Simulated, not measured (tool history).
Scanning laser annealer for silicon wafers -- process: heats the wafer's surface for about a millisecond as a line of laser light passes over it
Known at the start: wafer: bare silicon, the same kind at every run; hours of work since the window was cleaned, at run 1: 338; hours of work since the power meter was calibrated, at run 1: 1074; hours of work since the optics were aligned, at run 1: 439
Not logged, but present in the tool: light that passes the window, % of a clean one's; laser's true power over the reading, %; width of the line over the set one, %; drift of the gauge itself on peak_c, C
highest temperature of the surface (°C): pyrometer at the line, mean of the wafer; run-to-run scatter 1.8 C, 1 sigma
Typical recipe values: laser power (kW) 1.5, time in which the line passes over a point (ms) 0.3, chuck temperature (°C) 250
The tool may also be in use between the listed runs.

run	day	laser power (kW)	time in which the line passes over a point (ms)	chuck temperature (°C)	hours of work since the window was cleaned	hours of work since the power meter was calibrated	hours of work since the optics were aligned	highest temperature of the surface (°C)
1	0	1.5	0.3	250	338	1074	439	1032
2	1.908	1.471	0.3	250	367	1104	468	1017
3	3	1.471	0.3	250	384	1121	485	1019
4	4.179	1.5	0.3	250	403	1139	504	1031
5	5.496	1.5	0.3	250	423	1160	524	1032
6	7.192	1.5	0.3	250	450	1186	551	1030
7	8.304	1.5	0.3	250	467	1204	568	1035
8	10.412	1.5	0.3	250	500	1236	601	1031
9	12.429	1.5	0.3	250	531	1268	632	1032
10	13.321	1.5	0.351	250	545	1282	646	1099
# day 14.042: window over the wafer cleaned
11	15.138	1.5	0.351	250	17	1309	673	1101
12	16.971	1.5	0.351	250	46	1337	702	1097
13	18.538	1.5	0.3	250	70	1362	726	1035
14	20.229	1.282	0.23	255	96	1388	753	833
15	21.921	1.621	0.347	258	123	1414	779	1174
16	23.725	1.589	0.303	258	151	1443	807	1093
17	24.8	1.589	0.303	258	168	1459	824	1093
18	26.858	1.287	0.378	258	200	1491	856	1011
19	28.388	1.287	0.378	258	224	1515	880	1011
20	30.462	1.354	0.29	241	256	1548	912	934
21	31.583	1.339	0.3	274	273	1565	930	968
22	33.396	1.339	0.3	274	302	1593	958	971
23	34.35	1.5	0.293	250	317	1608	973	1023
24	35.358	1.342	0.371	212	332	1624	988	991
25	36.771	1.342	0.371	212	354	1646	1010	991
26	38.088	1.446	0.338	222	375	1666	1031	1020

Forecast each of these 3 alternatives for the next run:
A	39.846	1.5	0.232	222	402	1694	1058	?
B	39.846	1.378	0.313	250	402	1694	1058	?
C	39.846	1.5	0.213	250	402	1694	1058	?

run	highest temperature of the surface (°C)
A	904
B	984
C	904
Take away the tool's hidden state, keep each run's random variation, and the runs would have read:
run	highest temperature of the surface (°C)
A	904
B	985
C	905
